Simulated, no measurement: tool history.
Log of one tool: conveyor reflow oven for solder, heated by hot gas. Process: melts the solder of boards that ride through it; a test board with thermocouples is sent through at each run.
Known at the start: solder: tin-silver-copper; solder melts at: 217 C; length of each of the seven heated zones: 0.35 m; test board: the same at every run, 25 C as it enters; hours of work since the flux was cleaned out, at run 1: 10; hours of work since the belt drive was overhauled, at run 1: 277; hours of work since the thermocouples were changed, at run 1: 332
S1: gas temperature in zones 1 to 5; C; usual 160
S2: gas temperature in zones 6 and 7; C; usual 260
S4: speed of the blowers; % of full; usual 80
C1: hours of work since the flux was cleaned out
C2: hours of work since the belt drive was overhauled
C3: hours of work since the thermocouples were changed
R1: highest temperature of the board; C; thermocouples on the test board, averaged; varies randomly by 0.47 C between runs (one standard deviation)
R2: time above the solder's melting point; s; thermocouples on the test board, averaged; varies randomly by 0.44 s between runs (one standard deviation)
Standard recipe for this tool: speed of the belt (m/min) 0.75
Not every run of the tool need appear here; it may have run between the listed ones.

Run 1, hour 0: usual settings; C1 10; C2 277; C3 332. Result: R1 242.5 C, R2 33.1 s.
Run 2, hour 11.5: usual settings; C1 14; C2 281; C3 336. Result: R1 242.8 C, R2 33.2 s.
Run 3, hour 28.9: usual settings but S1 148 C; C1 21; C2 288; C3 343. Result: R1 240.6 C, R2 29.2 s.
Run 4, hour 48.5: usual settings but S2 264 C; C1 29; C2 296; C3 351. Result: R1 245.6 C, R2 35.1 s.
Run 5, hour 66.8: usual settings; C1 37; C2 304; C3 359. Result: R1 243 C, R2 32.7 s.
Run 6, hour 77.6: usual settings; C1 41; C2 308; C3 363. Result: R1 242.4 C, R2 32.7 s.
Run 7, hour 91.4: usual settings; C1 47; C2 314; C3 369. Result: R1 242.2 C, R2 33.2 s.
Run 8, hour 102.1: usual settings but S4 86 % of full; C1 51; C2 318; C3 373. Result: R1 243.4 C, R2 34.1 s.
Run 9, hour 122.2: usual settings but S4 76 % of full; C1 59; C2 326; C3 381. Result: R1 241.7 C, R2 31.3 s.
Run 10, hour 137.5: usual settings; C1 65; C2 332; C3 387. Result: R1 241.4 C, R2 32.7 s.
Run 11, hour 151.1: usual settings but S1 155 C; C1 71; C2 338; C3 393. Result: R1 240.9 C, R2 30.7 s.
Run 12, hour 168.8: usual settings but S1 155 C; C1 78; C2 345; C3 400. Result: R1 240.7 C, R2 30.1 s.
Run 13, hour 184.4: usual settings but S1 163 C, speed of the belt (m/min) 0.71; C1 84; C2 351; C3 406. Result: R1 243.7 C, R2 37.3 s.
Run 14, hour 203.5: usual settings but S1 162 C, S4 50 % of full; C1 92; C2 359; C3 414. Result: R1 235 C, R2 24.5 s.
Run 15, hour 219.7: usual settings but S1 162 C, S4 50 % of full; C1 99; C2 366; C3 421. Result: R1 234.5 C, R2 24.7 s.
Run 16, hour 239.4: usual settings but S1 162 C, S4 50 % of full; C1 107; C2 374; C3 428. Result: R1 235 C, R2 24.8 s.
Run 17, hour 258: usual settings but S1 154 C, S4 50 % of full; C1 114; C2 381; C3 436. Result: R1 232.9 C, R2 20.7 s.
Run 18, hour 276.2: usual settings but S1 169 C, speed of the belt (m/min) 0.602; C1 122; C2 388; C3 443. Result: R1 248.7 C, R2 51.6 s.
Run 19, hour 290.4: usual settings but S1 148 C, S2 251 C; C1 127; C2 394; C3 449. Result: R1 231.7 C, R2 20.6 s.
Run 20, hour 302.4: usual settings but S2 257 C, S4 81 % of full; C1 132; C2 399; C3 454. Result: R1 237.9 C, R2 30 s.
Run 21, hour 313.7: usual settings but S1 163 C; C1 137; C2 404; C3 459. Result: R1 242.2 C, R2 32.6 s.

Forecast each of these 3 alternatives for the next run:
Run A, hour 323.5: usual settings but S1 163 C, S2 256 C, S4 62 % of full; C1 141; C2 408; C3 463. Result: R1 ?, R2 ?.
Run B, hour 323.5: usual settings but speed of the belt (m/min) 0.723, S4 76 % of full; C1 141; C2 408; C3 463. Result: R1 ?, R2 ?.
Run C, hour 323.5: usual settings but S1 166 C, S4 57 % of full; C1 141; C2 408; C3 463. Result: R1 ?, R2 ?.

run     R1    R2
  A  234.3  26.1
  B  242.5  33.8
  C    237  28.3
With no hidden state in the tool, these same runs would have given:
run     R1    R2
  A  236.5  28.2
  B  244.8  35.7
  C  239.1  30.2
